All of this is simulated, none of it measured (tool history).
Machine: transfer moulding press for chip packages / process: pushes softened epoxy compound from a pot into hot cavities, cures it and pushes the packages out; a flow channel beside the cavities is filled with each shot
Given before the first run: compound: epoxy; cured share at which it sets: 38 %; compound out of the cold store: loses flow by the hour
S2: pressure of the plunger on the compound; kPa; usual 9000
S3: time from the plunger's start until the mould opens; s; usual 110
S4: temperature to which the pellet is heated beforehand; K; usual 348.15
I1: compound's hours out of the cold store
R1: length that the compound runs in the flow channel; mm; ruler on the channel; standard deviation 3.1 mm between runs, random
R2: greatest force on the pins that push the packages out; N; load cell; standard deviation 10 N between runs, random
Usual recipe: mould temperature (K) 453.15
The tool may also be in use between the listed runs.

run 1 hour=0.0 | mould_temperature_(K)=453.15 S2=9000 S3=110 S4=348.15 | I1=8.8 | R1=627 R2=495
run 2 hour=41.4 | mould_temperature_(K)=453.15 S2=9000 S3=110 S4=348.15 | I1=22.1 | R1=617 R2=490
run 3 hour=65.9 | mould_temperature_(K)=453.15 S2=9000 S3=110 S4=348.15 | I1=45.3 | R1=590 R2=483
run 4 hour=118.2 | mould_temperature_(K)=453.15 S2=9000 S3=110 S4=343.15 | I1=20.2 | R1=616 R2=482
run 5 hour=163.9 | mould_temperature_(K)=453.15 S2=9000 S3=110 S4=343.15 | I1=15.5 | R1=622 R2=495
run 6 hour=196.7 | mould_temperature_(K)=458.15 S2=9270 S3=147 S4=345.15 | I1=31.5 | R1=602 R2=416
run 7 hour=229.3 | mould_temperature_(K)=457.15 S2=9000 S3=110 S4=348.15 | I1=35.3 | R1=590 R2=440
run 8 hour=269.3 | mould_temperature_(K)=457.15 S2=9000 S3=110 S4=348.15 | I1=30.7 | R1=600 R2=455
run 9 hour=306.7 | mould_temperature_(K)=450.15 S2=9000 S3=97 S4=348.15 | I1=35.5 | R1=604 R2=676
run 10 hour=353.5 | mould_temperature_(K)=451.15 S2=6810 S3=103 S4=339.15 | I1=22.5 | R1=539 R2=588

Not shown: 6 entries that the log had between the listed runs. Between which runs, and how does the tool's hidden state differ before and after?
From run 1 to run 2: cavities cleaned with cleaning compound and waxed (hour 28.9)
  pressure that reaches the compound, % of what is set: 99.85 -> 99.84; grip of the stained cavities, % over clean ones': 0.7 -> 0.2
From run 2 to run 3: plunger's sealing rings changed (hour 51.7)
  pressure that reaches the compound, % of what is set: 99.84 -> 99.99; grip of the stained cavities, % over clean ones': 0.2 -> 0.4
From run 3 to run 4: cavities cleaned with cleaning compound and waxed (hour 117.1)
  pressure that reaches the compound, % of what is set: 99.99 -> 99.98; grip of the stained cavities, % over clean ones': 0.4 -> 0
From run 6 to run 7: cavities cleaned with cleaning compound and waxed (hour 202.4)
  pressure that reaches the compound, % of what is set: 99.96 -> 99.95; grip of the stained cavities, % over clean ones': 0.8 -> 0.3
From run 8 to run 9: mould's thermocouples calibrated (hour 291.2); cavities cleaned with cleaning compound and waxed (hour 292.7)
  pressure that reaches the compound, % of what is set: 99.94 -> 99.93; grip of the stained cavities, % over clean ones': 0.7 -> 0.2
